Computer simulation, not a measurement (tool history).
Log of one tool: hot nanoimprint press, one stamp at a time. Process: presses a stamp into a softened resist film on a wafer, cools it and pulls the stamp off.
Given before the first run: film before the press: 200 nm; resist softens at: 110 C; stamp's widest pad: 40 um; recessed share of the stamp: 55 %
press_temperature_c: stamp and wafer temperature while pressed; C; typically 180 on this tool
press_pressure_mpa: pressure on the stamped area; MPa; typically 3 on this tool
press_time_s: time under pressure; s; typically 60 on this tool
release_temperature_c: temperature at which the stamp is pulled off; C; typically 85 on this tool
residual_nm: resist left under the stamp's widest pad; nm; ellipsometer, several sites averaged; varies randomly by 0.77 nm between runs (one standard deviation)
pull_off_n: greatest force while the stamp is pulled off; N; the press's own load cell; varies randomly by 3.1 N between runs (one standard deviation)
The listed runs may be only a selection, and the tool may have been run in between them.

run   hour  press_temperature_c  press_pressure_mpa  press_time_s  release_temperature_c  residual_nm  pull_off_n
  1      0                  180                   3            60                     85         98.5         157
  2   26.4                  180                   3            60                     85         99.9         161
  3   48.6                  180                   3            60                     85        100.4         162
  4   84.2                  180                2.35            60                     85        111.1         171
  5  111.5                  180                   3            60                     79        100.6         183
  6  137.5                  180                   3            60                     79        101.5         179
     142.1  -- plate thermocouple calibrated
  7    156                  180                   3           116                     85         79.8         182
  8  171.5                  180                   3           116                     85         78.1         184
  9  204.1                  182                3.97            60                     85         85.4         185
 10  238.4                  182                3.97            60                     85         86.2         193
 11  255.5                  180                   3            60                     81        103.5         192
 12  289.1                  180                   3            60                     81        104.2         201
 13  304.6                  180                   3            81                     85           94         195

Hidden state or all else? Some run-to-run changes of residual_nm, split into what the settings, what came in and random variation would give without the hidden state, and what is left for the hidden state (with any gauge scatter that isn't in both results):
Hidden state present: true temperature over the reading, C; pressure that arrives at the usual setting, %; grip of the stamp's worn release coat, % over a new coat's; drift of the gauge itself on residual_nm, %; drift of the gauge itself on pull_off_n, %.
Run 6 -> 7: press_time_s 60 -> 116, release_temperature_c 79 -> 85, plate thermocouple calibrated. residual_nm -21.7 nm: hidden state +0.6, all else -22.3.
Run 8 -> 9: press_temperature_c 180 -> 182, press_pressure_mpa 3 -> 3.97, press_time_s 116 -> 60. residual_nm +7.3 nm: hidden state +0.9, all else +6.4.
